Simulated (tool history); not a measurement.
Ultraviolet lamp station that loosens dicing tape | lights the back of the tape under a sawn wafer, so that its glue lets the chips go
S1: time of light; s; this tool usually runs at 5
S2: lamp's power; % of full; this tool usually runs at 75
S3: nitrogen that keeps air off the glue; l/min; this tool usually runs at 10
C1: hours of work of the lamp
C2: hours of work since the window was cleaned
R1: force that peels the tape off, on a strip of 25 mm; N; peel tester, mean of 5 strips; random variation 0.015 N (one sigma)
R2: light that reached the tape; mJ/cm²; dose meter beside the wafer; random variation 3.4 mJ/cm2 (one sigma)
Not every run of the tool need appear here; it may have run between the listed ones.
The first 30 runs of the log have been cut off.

run 31 day=38.846 | S1=4 S2=84 S3=8 | C1=457 C2=136 | R1=1.469 R2=416
run 32 day=40.608 | S1=4 S2=81 S3=14 | C1=476 C2=155 | R1=1.224 R2=398
run 33 day=41.954 | S1=4 S2=81 S3=15 | C1=490 C2=169 | R1=1.186 R2=399
run 34 day=43.412 | S1=3 S2=81 S3=15 | C1=506 C2=184 | R1=2.110 R2=293
run 35 day=45.029 | S1=7 S2=70 S3=14 | C1=523 C2=201 | R1=0.553 R2=591
run 36 day=46.333 | S1=7 S2=70 S3=14 | C1=537 C2=215 | R1=0.523 R2=593
run 37 day=48.125 | S1=7 S2=70 S3=14 | C1=556 C2=234 | R1=0.565 R2=585
run 38 day=49.029 | S1=5 S2=83 S3=8 | C1=565 C2=244 | R1=1.021 R2=489
run 39 day=50.088 | S1=5 S2=83 S3=8 | C1=576 C2=255 | R1=1.071 R2=484
run 40 day=51.962 | S1=6 S2=68 S3=4 | C1=596 C2=275 | R1=1.537 R2=474
run 41 day=53.550 | S1=6 S2=68 S3=4 | C1=613 C2=292 | R1=1.597 R2=463

Estimate the outcome of run 42 from the log above:
run 42 day=54.954 | S1=3 S2=75 S3=10 | C1=628 C2=307 | R1=? R2=?

R1: 2.908 N
R2: 260 mJ/cm²
Were there no unlogged condition in the tool, this run, its random variation unchanged, would have produced R1 1.946 N, R2 338 mJ/cm².
